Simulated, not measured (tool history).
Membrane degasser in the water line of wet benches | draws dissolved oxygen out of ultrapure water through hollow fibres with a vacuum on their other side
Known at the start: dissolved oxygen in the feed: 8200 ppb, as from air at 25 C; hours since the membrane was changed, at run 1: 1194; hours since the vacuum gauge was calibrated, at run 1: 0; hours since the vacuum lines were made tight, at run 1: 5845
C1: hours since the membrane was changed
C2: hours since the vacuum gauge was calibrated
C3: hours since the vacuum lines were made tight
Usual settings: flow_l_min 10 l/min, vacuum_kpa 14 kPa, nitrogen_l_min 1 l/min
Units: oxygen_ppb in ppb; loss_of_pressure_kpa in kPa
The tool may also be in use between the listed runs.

{"run": 1, "hour": 0.0, "flow_l_min": 10, "vacuum_kpa": 14, "nitrogen_l_min": 1, "C1": 1194, "C2": 0, "C3": 5845, "oxygen_ppb": 263.1, "loss_of_pressure_kpa": 39.31}
{"run": 2, "hour": 58.7, "flow_l_min": 10, "vacuum_kpa": 14, "nitrogen_l_min": 1, "C1": 1252, "C2": 59, "C3": 5903, "oxygen_ppb": 265.5, "loss_of_pressure_kpa": 39.34}
{"run": 3, "hour": 101.1, "flow_l_min": 10, "vacuum_kpa": 14, "nitrogen_l_min": 1, "C1": 1295, "C2": 101, "C3": 5946, "oxygen_ppb": 262.8, "loss_of_pressure_kpa": 38.93}
{"run": 4, "hour": 135.8, "flow_l_min": 10, "vacuum_kpa": 14, "nitrogen_l_min": 2.21, "C1": 1330, "C2": 136, "C3": 5980, "oxygen_ppb": 129.9, "loss_of_pressure_kpa": 38.89}
{"run": 5, "hour": 179.6, "flow_l_min": 10, "vacuum_kpa": 17.3, "nitrogen_l_min": 1, "C1": 1373, "C2": 180, "C3": 6024, "oxygen_ppb": 344.3, "loss_of_pressure_kpa": 39.13}
{"run": 6, "hour": 211.6, "flow_l_min": 10, "vacuum_kpa": 14, "nitrogen_l_min": 1, "C1": 1405, "C2": 212, "C3": 6056, "oxygen_ppb": 262.8, "loss_of_pressure_kpa": 39.02}
{"run": 7, "hour": 259.1, "flow_l_min": 10, "vacuum_kpa": 14, "nitrogen_l_min": 1, "C1": 1453, "C2": 259, "C3": 6104, "oxygen_ppb": 264.8, "loss_of_pressure_kpa": 38.94}
{"run": 8, "hour": 287.6, "flow_l_min": 12, "vacuum_kpa": 10, "nitrogen_l_min": 0.42, "C1": 1481, "C2": 288, "C3": 6132, "oxygen_ppb": 415, "loss_of_pressure_kpa": 47.03}
{"run": 9, "hour": 326.4, "flow_l_min": 12, "vacuum_kpa": 10, "nitrogen_l_min": 0.42, "C1": 1520, "C2": 326, "C3": 6171, "oxygen_ppb": 414.7, "loss_of_pressure_kpa": 46.74}
{"run": 10, "hour": 366.5, "flow_l_min": 12, "vacuum_kpa": 10, "nitrogen_l_min": 0.42, "C1": 1560, "C2": 367, "C3": 6211, "oxygen_ppb": 414.8, "loss_of_pressure_kpa": 46.91}
{"run": 11, "hour": 413.4, "flow_l_min": 12, "vacuum_kpa": 10, "nitrogen_l_min": 0.42, "C1": 1607, "C2": 413, "C3": 6258, "oxygen_ppb": 412, "loss_of_pressure_kpa": 46.76}
{"run": 12, "hour": 444.0, "flow_l_min": 8, "vacuum_kpa": 21.1, "nitrogen_l_min": 0.42, "C1": 1638, "C2": 444, "C3": 6289, "oxygen_ppb": 748, "loss_of_pressure_kpa": 31.31}
{"run": 13, "hour": 472.9, "flow_l_min": 8, "vacuum_kpa": 21.1, "nitrogen_l_min": 1.54, "C1": 1667, "C2": 473, "C3": 6317, "oxygen_ppb": 239.3, "loss_of_pressure_kpa": 31.37}

Measured less the same run without the tool's hidden state. The same run-to-run variation is in both; the gauge's scatter may not be:
The hidden state here: membrane still open, %; true pressure behind the membrane over the reading, kPa; air that leaks in behind the membrane, l/min; drift of the gauge itself on oxygen_ppb, %; drift of the gauge itself on loss_of_pressure_kpa, %.
run=1 oxygen_ppb=+12.6 loss_of_pressure_kpa=+0.16
run=2 oxygen_ppb=+12.9 loss_of_pressure_kpa=+0.17
run=3 oxygen_ppb=+12.9 loss_of_pressure_kpa=+0.18
run=4 oxygen_ppb=+7.7 loss_of_pressure_kpa=+0.18
run=5 oxygen_ppb=+17.4 loss_of_pressure_kpa=+0.19
run=6 oxygen_ppb=+13.3 loss_of_pressure_kpa=+0.19
run=7 oxygen_ppb=+13.6 loss_of_pressure_kpa=+0.2
run=8 oxygen_ppb=+7.9 loss_of_pressure_kpa=+0.24
run=9 oxygen_ppb=+8 loss_of_pressure_kpa=+0.25
run=10 oxygen_ppb=+8.2 loss_of_pressure_kpa=+0.26
run=11 oxygen_ppb=+8.3 loss_of_pressure_kpa=+0.27
run=12 oxygen_ppb=+35.7 loss_of_pressure_kpa=+0.18
run=13 oxygen_ppb=+18.4 loss_of_pressure_kpa=+0.19

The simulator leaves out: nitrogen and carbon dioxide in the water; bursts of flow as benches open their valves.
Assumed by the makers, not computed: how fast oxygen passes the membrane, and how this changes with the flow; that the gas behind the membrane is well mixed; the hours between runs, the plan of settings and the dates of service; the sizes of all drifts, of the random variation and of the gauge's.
